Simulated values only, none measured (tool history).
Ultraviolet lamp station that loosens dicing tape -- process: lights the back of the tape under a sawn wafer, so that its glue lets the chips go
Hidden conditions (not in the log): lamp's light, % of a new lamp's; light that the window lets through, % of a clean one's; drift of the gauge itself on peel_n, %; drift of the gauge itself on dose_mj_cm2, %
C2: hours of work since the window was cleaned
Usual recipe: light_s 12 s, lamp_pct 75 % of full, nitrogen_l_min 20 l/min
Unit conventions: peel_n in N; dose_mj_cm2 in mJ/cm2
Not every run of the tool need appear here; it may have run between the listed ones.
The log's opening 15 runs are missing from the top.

run 16 hour=92.4 | light_s=12 lamp_pct=75 nitrogen_l_min=20 | hours_of_work_of_the_lamp=335 C2=306 | peel_n=0.601 dose_mj_cm2=349
run 17 hour=99.5 | light_s=24 lamp_pct=75 nitrogen_l_min=20 | hours_of_work_of_the_lamp=340 C2=311 | peel_n=0.130 dose_mj_cm2=699
run 18 hour=105.3 | light_s=24 lamp_pct=76 nitrogen_l_min=15 | hours_of_work_of_the_lamp=345 C2=315 | peel_n=0.152 dose_mj_cm2=705
run 19 hour=113.6 | light_s=7 lamp_pct=79 nitrogen_l_min=10 | hours_of_work_of_the_lamp=351 C2=321 | peel_n=2.826 dose_mj_cm2=216
run 20 hour=120.1 | light_s=7 lamp_pct=79 nitrogen_l_min=10 | hours_of_work_of_the_lamp=355 C2=326 | peel_n=2.728 dose_mj_cm2=213
run 21 hour=127.3 | light_s=12 lamp_pct=77 nitrogen_l_min=20 | hours_of_work_of_the_lamp=361 C2=331 | peel_n=0.584 dose_mj_cm2=355
run 22 hour=133.6 | light_s=10 lamp_pct=75 nitrogen_l_min=8 | hours_of_work_of_the_lamp=365 C2=336 | peel_n=1.999 dose_mj_cm2=285
run 23 hour=139.5 | light_s=14 lamp_pct=64 nitrogen_l_min=14 | hours_of_work_of_the_lamp=369 C2=340 | peel_n=0.925 dose_mj_cm2=339
run 24 hour=147.5 | light_s=6 lamp_pct=75 nitrogen_l_min=11 | hours_of_work_of_the_lamp=375 C2=346 | peel_n=3.460 dose_mj_cm2=173
run 25 hour=153.0 | light_s=21 lamp_pct=75 nitrogen_l_min=8 | hours_of_work_of_the_lamp=379 C2=350 | peel_n=0.393 dose_mj_cm2=600
run 26 hour=158.5 | light_s=18 lamp_pct=69 nitrogen_l_min=11 | hours_of_work_of_the_lamp=383 C2=354 | peel_n=0.518 dose_mj_cm2=465
run 27 hour=164.0 | light_s=18 lamp_pct=69 nitrogen_l_min=11 | hours_of_work_of_the_lamp=387 C2=358 | peel_n=0.530 dose_mj_cm2=466
run 28 hour=169.3 | light_s=14 lamp_pct=90 nitrogen_l_min=8 | hours_of_work_of_the_lamp=391 C2=362 | peel_n=0.702 dose_mj_cm2=475
-- hour=177.3 window cleaned of glue's vapour
run 29 hour=178.7 | light_s=14 lamp_pct=90 nitrogen_l_min=8 | hours_of_work_of_the_lamp=398 C2=1 | peel_n=0.476 dose_mj_cm2=555
run 30 hour=182.8 | light_s=10 lamp_pct=100 nitrogen_l_min=8 | hours_of_work_of_the_lamp=401 C2=4 | peel_n=0.838 dose_mj_cm2=444

What if the next run were any one of these 5? Each begins from the tool's condition after run 30:
run A hour=191.2 | light_s=12 lamp_pct=71 nitrogen_l_min=20 | hours_of_work_of_the_lamp=407 C2=10 | peel_n=? dose_mj_cm2=?
run B hour=191.2 | light_s=8 lamp_pct=100 nitrogen_l_min=8 | hours_of_work_of_the_lamp=407 C2=10 | peel_n=? dose_mj_cm2=?
run C hour=191.2 | light_s=7 lamp_pct=75 nitrogen_l_min=15 | hours_of_work_of_the_lamp=407 C2=10 | peel_n=? dose_mj_cm2=?
run D hour=191.2 | light_s=7 lamp_pct=100 nitrogen_l_min=17 | hours_of_work_of_the_lamp=407 C2=10 | peel_n=? dose_mj_cm2=?
run E hour=191.2 | light_s=9 lamp_pct=70 nitrogen_l_min=33 | hours_of_work_of_the_lamp=407 C2=10 | peel_n=? dose_mj_cm2=?

run=A peel_n=0.530 dose_mj_cm2=373
run=B peel_n=1.382 dose_mj_cm2=349
run=C peel_n=1.887 dose_mj_cm2=235
run=D peel_n=0.966 dose_mj_cm2=308
run=E peel_n=0.721 dose_mj_cm2=278
Stripped of hidden state, with their random variation kept, the same runs would have yielded:
run=A peel_n=0.442 dose_mj_cm2=400
run=B peel_n=1.199 dose_mj_cm2=375
run=C peel_n=1.667 dose_mj_cm2=252
run=D peel_n=0.823 dose_mj_cm2=330
run=E peel_n=0.606 dose_mj_cm2=298
